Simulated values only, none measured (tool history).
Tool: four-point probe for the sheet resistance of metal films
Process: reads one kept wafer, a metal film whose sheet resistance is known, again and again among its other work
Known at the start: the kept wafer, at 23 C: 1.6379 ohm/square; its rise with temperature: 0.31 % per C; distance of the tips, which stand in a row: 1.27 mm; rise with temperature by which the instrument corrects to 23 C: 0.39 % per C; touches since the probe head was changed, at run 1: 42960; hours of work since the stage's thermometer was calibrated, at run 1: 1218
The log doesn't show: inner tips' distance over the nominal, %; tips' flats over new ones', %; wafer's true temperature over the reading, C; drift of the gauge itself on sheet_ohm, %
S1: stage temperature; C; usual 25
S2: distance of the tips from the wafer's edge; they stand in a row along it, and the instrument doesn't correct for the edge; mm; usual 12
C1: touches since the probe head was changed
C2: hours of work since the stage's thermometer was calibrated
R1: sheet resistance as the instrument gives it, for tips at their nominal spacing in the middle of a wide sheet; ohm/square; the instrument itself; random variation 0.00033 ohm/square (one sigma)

| run | day | S1 | S2 | C1 | C2 | R1 |
|---|---|---|---|---|---|---|
| 1 | 0.000 | 25 | 12 | 42960 | 1218 | 1.644917 |
| 2 | 1.925 | 25 | 12 | 45966 | 1255 | 1.644700 |
| 3 | 3.675 | 25 | 12 | 48701 | 1288 | 1.644984 |
| 4 | 5.229 | 25 | 53 | 51125 | 1317 | 1.636012 |
| 5 | 6.629 | 25 | 53 | 53314 | 1344 | 1.635456 |
| 6 | 7.862 | 25 | 12 | 55240 | 1367 | 1.645381 |
| 7 | 9.367 | 25 | 4 | 57588 | 1395 | 1.718944 |
| 8 | 11.021 | 25 | 4 | 60175 | 1427 | 1.719266 |
| 9 | 12.683 | 25 | 4 | 62772 | 1458 | 1.719110 |
| 10 | 14.317 | 25 | 4 | 65319 | 1489 | 1.719309 |
| 11 | 16.088 | 25 | 12 | 68090 | 1522 | 1.645424 |
| 12 | 16.958 | 25 | 12 | 69447 | 1539 | 1.645234 |
| 13 | 18.667 | 25 | 12 | 72114 | 1571 | 1.645167 |
| 14 | 19.938 | 25 | 12 | 74100 | 1595 | 1.645156 |
| 15 | 21.408 | 27 | 13 | 76401 | 1623 | 1.640612 |
| 16 | 22.267 | 23 | 20 | 77738 | 1639 | 1.642089 |
| 17 | 23.650 | 27 | 5 | 79903 | 1665 | 1.687315 |
| 18 | 25.467 | 19 | 21 | 82739 | 1699 | 1.647029 |
| 19 | 27.433 | 28 | 41 | 85812 | 1737 | 1.632032 |
| 20 | 28.242 | 32 | 4 | 87073 | 1752 | 1.709827 |
| 21 | 29.496 | 25 | 72 | 89028 | 1776 | 1.635520 |
|  | 30.308 | stage's thermometer calibrated |
| 22 | 30.942 | 25 | 72 | 91257 | 12 | 1.634845 |
| 23 | 31.775 | 30 | 3 | 92559 | 28 | 1.770218 |
| 24 | 33.404 | 24 | 20 | 95102 | 58 | 1.640317 |
| 25 | 34.350 | 24 | 20 | 96582 | 76 | 1.640280 |
| 26 | 36.221 | 24 | 20 | 99503 | 112 | 1.640068 |

4 ways to go on from here, each from the tool as it stands after run 26. What would each give?
| A | 37.383 | 34 | 11 | 101319 | 134 | ? |
| B | 37.383 | 33 | 20 | 101319 | 134 | ? |
| C | 37.383 | 19 | 37 | 101319 | 134 | ? |
| D | 37.383 | 30 | 13 | 101319 | 134 | ? |

| run | R1 |
|---|---|
| A | 1.635197 |
| B | 1.629120 |
| C | 1.644724 |
| D | 1.636939 |
Without the tool's hidden state the same runs would have given:
| run | R1 |
|---|---|
| A | 1.635216 |
| B | 1.629140 |
| C | 1.644743 |
| D | 1.636958 |
